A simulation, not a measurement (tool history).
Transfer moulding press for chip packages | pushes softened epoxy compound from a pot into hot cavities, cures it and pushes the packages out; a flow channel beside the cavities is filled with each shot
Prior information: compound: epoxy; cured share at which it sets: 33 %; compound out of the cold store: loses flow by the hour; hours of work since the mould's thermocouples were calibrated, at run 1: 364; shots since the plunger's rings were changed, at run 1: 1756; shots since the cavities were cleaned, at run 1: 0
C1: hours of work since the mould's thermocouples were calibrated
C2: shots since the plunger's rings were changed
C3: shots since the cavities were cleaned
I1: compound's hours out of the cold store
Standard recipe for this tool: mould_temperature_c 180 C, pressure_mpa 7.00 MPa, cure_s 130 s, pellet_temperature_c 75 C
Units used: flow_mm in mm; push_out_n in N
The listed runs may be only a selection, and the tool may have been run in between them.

run 1 hour=0.0 | mould_temperature_c=180 pressure_mpa=7.00 cure_s=130 pellet_temperature_c=75 | C1=364 C2=1756 C3=0 | I1=23.7 | flow_mm=830 push_out_n=438
-- hour=79.4 cavities cleaned with cleaning compound and waxed
run 2 hour=82.0 | mould_temperature_c=180 pressure_mpa=7.00 cure_s=130 pellet_temperature_c=75 | C1=426 C2=2605 C3=28 | I1=44.4 | flow_mm=725 push_out_n=450
-- hour=123.8 mould's thermocouples calibrated
-- hour=167.5 cavities cleaned with cleaning compound and waxed
run 3 hour=178.1 | mould_temperature_c=180 pressure_mpa=7.29 cure_s=130 pellet_temperature_c=75 | C1=41 C2=3582 C3=111 | I1=28.4 | flow_mm=816 push_out_n=486
-- hour=248.6 cavities cleaned with cleaning compound and waxed
run 4 hour=265.2 | mould_temperature_c=180 pressure_mpa=7.29 cure_s=130 pellet_temperature_c=75 | C1=107 C2=4486 C3=176 | I1=36.7 | flow_mm=767 push_out_n=494
-- hour=288.7 plunger's sealing rings changed
-- hour=331.0 cavities cleaned with cleaning compound and waxed
run 5 hour=343.1 | mould_temperature_c=180 pressure_mpa=7.29 cure_s=130 pellet_temperature_c=75 | C1=164 C2=558 C3=128 | I1=17.5 | flow_mm=891 push_out_n=479
-- hour=409.3 cavities cleaned with cleaning compound and waxed
run 6 hour=420.4 | mould_temperature_c=180 pressure_mpa=8.14 cure_s=130 pellet_temperature_c=75 | C1=223 C2=1357 C3=116 | I1=39.5 | flow_mm=814 push_out_n=491
-- hour=492.1 cavities cleaned with cleaning compound and waxed
run 7 hour=493.1 | mould_temperature_c=180 pressure_mpa=8.14 cure_s=130 pellet_temperature_c=75 | C1=278 C2=2109 C3=10 | I1=47.5 | flow_mm=769 push_out_n=446
-- hour=502.6 mould's thermocouples calibrated, once more
run 8 hour=556.8 | mould_temperature_c=180 pressure_mpa=8.14 cure_s=130 pellet_temperature_c=75 | C1=42 C2=2761 C3=662 | I1=41.1 | flow_mm=800 push_out_n=578
-- hour=579.2 cavities cleaned with cleaning compound and waxed
run 9 hour=631.7 | mould_temperature_c=180 pressure_mpa=8.14 cure_s=130 pellet_temperature_c=75 | C1=99 C2=3534 C3=553 | I1=28.2 | flow_mm=863 push_out_n=593
-- hour=661.7 cavities cleaned with cleaning compound and waxed
run 10 hour=695.3 | mould_temperature_c=179 pressure_mpa=7.00 cure_s=130 pellet_temperature_c=75 | C1=147 C2=4189 C3=353 | I1=34.8 | flow_mm=766 push_out_n=539
-- hour=744.2 plunger's sealing rings changed
-- hour=745.7 cavities cleaned with cleaning compound and waxed
run 11 hour=782.7 | mould_temperature_c=180 pressure_mpa=5.32 cure_s=130 pellet_temperature_c=75 | C1=211 C2=391 C3=391 | I1=25.8 | flow_mm=723 push_out_n=528
-- hour=828.0 cavities cleaned with cleaning compound and waxed
run 12 hour=837.5 | mould_temperature_c=180 pressure_mpa=7.00 cure_s=130 pellet_temperature_c=75 | C1=253 C2=953 C3=100 | I1=22.6 | flow_mm=845 push_out_n=509
run 13 hour=891.4 | mould_temperature_c=180 pressure_mpa=7.00 cure_s=130 pellet_temperature_c=75 | C1=294 C2=1522 C3=669 | I1=19.0 | flow_mm=862 push_out_n=585
-- hour=907.2 cavities cleaned with cleaning compound and waxed
-- hour=985.5 cavities cleaned with cleaning compound and waxed
run 14 hour=987.0 | mould_temperature_c=180 pressure_mpa=6.23 cure_s=130 pellet_temperature_c=85 | C1=366 C2=2499 C3=15 | I1=27.2 | flow_mm=763 push_out_n=471
run 15 hour=1027.1 | mould_temperature_c=180 pressure_mpa=6.23 cure_s=130 pellet_temperature_c=85 | C1=397 C2=2922 C3=438 | I1=43.3 | flow_mm=690 push_out_n=563
-- hour=1067.3 cavities cleaned with cleaning compound and waxed
run 16 hour=1103.6 | mould_temperature_c=180 pressure_mpa=7.00 cure_s=125 pellet_temperature_c=78 | C1=455 C2=3713 C3=383 | I1=18.6 | flow_mm=849 push_out_n=571
-- hour=1111.4 mould's thermocouples calibrated
-- hour=1147.8 cavities cleaned with cleaning compound and waxed
run 17 hour=1147.8 | mould_temperature_c=179 pressure_mpa=5.28 cure_s=130 pellet_temperature_c=75 | C1=27 C2=4143 C3=0 | I1=32.2 | flow_mm=681 push_out_n=491
-- hour=1200.5 plunger's sealing rings changed
run 18 hour=1215.8 | mould_temperature_c=176 pressure_mpa=5.37 cure_s=121 pellet_temperature_c=73 | C1=78 C2=162 C3=691 | I1=21.0 | flow_mm=764 push_out_n=814
-- hour=1229.8 cavities cleaned with cleaning compound and waxed
run 19 hour=1270.9 | mould_temperature_c=186 pressure_mpa=5.25 cure_s=130 pellet_temperature_c=75 | C1=119 C2=728 C3=434 | I1=33.8 | flow_mm=669 push_out_n=527
-- hour=1310.1 cavities cleaned with cleaning compound and waxed
run 20 hour=1311.7 | mould_temperature_c=186 pressure_mpa=5.99 cure_s=130 pellet_temperature_c=75 | C1=150 C2=1143 C3=17 | I1=37.7 | flow_mm=694 push_out_n=426
run 21 hour=1361.1 | mould_temperature_c=186 pressure_mpa=5.99 cure_s=130 pellet_temperature_c=75 | C1=188 C2=1664 C3=538 | I1=44.2 | flow_mm=666 push_out_n=517
-- hour=1391.1 cavities cleaned with cleaning compound and waxed
run 22 hour=1434.7 | mould_temperature_c=186 pressure_mpa=5.99 cure_s=130 pellet_temperature_c=75 | C1=244 C2=2424 C3=460 | I1=35.0 | flow_mm=702 push_out_n=531
-- hour=1475.3 cavities cleaned with cleaning compound and waxed
run 23 hour=1497.0 | mould_temperature_c=186 pressure_mpa=5.99 cure_s=130 pellet_temperature_c=75 | C1=291 C2=3065 C3=228 | I1=12.1 | flow_mm=806 push_out_n=491
-- hour=1556.4 cavities cleaned with cleaning compound and waxed
run 24 hour=1573.5 | mould_temperature_c=186 pressure_mpa=5.99 cure_s=130 pellet_temperature_c=75 | C1=349 C2=3857 C3=180 | I1=41.7 | flow_mm=666 push_out_n=482
-- hour=1637.5 cavities cleaned with cleaning compound and waxed
-- hour=1654.8 plunger's sealing rings changed
run 25 hour=1654.8 | mould_temperature_c=185 pressure_mpa=8.38 cure_s=119 pellet_temperature_c=68 | C1=409 C2=0 C3=156 | I1=15.1 | flow_mm=960 push_out_n=474

Measured less the same run without the tool's hidden state. The same run-to-run variation is in both; the gauge's scatter may not be:
Hidden state at play: true mould temperature over the reading, C; pressure that reaches the compound, % of what is set; grip of the stained cavities, % over clean ones'; drift of the gauge itself on flow_mm, %; drift of the gauge itself on push_out_n, %.
run=1 flow_mm=-12 push_out_n=+5
run=2 flow_mm=-15 push_out_n=+23
run=3 flow_mm=-22 push_out_n=+30
run=4 flow_mm=-26 push_out_n=+42
run=5 flow_mm=-6 push_out_n=+24
run=6 flow_mm=-10 push_out_n=+41
run=7 flow_mm=-14 push_out_n=-5
run=8 flow_mm=-15 push_out_n=+137
run=9 flow_mm=-21 push_out_n=+128
run=10 flow_mm=-23 push_out_n=+87
run=11 flow_mm=-3 push_out_n=+93
run=12 flow_mm=-7 push_out_n=+37
run=13 flow_mm=-11 push_out_n=+142
run=14 flow_mm=-15 push_out_n=+12
run=15 flow_mm=-15 push_out_n=+109
run=16 flow_mm=-23 push_out_n=+89
run=17 flow_mm=-19 push_out_n=+13
run=18 flow_mm=-3 push_out_n=+210
run=19 flow_mm=-4 push_out_n=+105
run=20 flow_mm=-7 push_out_n=+11
run=21 flow_mm=-8 push_out_n=+113
run=22 flow_mm=-13 push_out_n=+108
run=23 flow_mm=-18 push_out_n=+64
run=24 flow_mm=-18 push_out_n=+52
run=25 flow_mm=-2 push_out_n=+46
